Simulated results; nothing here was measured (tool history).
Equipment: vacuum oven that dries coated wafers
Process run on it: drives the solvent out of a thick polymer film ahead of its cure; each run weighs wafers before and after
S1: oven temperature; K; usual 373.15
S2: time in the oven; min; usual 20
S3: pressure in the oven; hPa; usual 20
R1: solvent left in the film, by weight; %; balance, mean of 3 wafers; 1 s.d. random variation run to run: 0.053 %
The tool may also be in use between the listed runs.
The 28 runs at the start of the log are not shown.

run,day,S1,S2,S3,R1
29,32.292,363.15,21,17.5,3.19
30,33.742,380.15,26,32.8,1.54
31,34.879,370.15,31,20,1.54
32,36.562,370.15,31,20,1.55
33,37.683,370.15,31,20,1.63
34,39.142,382.15,20,20,1.15
35,40.067,382.15,20,30.4,1.49
36,41.325,383.15,11,75.2,4.15
37,42.104,380.15,11,37.4,3.18
38,43.517,373.15,20,11,1.52
39,44.8,384.15,10,11,2.18
40,46.071,387.15,16,52.8,2.12
41,47.65,373.15,20,53.3,3.69
42,48.917,373.15,20,53.3,3.53
43,50.058,369.15,11,20,5
44,50.829,358.15,11,20,7.35
45,52.146,384.15,16,41.1,1.99
46,53.362,384.15,16,41.1,1.98

Forecast each of these 3 alternatives for the next run:
A,54.821,373.15,20,23.1,?
B,54.821,376.15,19,27.4,?
C,54.821,381.15,35,77.5,?

run,R1
A,2.17
B,2.15
C,3.28
With no hidden state in the tool, these same runs would have given:
run,R1
A,1.89
B,1.88
C,3.04

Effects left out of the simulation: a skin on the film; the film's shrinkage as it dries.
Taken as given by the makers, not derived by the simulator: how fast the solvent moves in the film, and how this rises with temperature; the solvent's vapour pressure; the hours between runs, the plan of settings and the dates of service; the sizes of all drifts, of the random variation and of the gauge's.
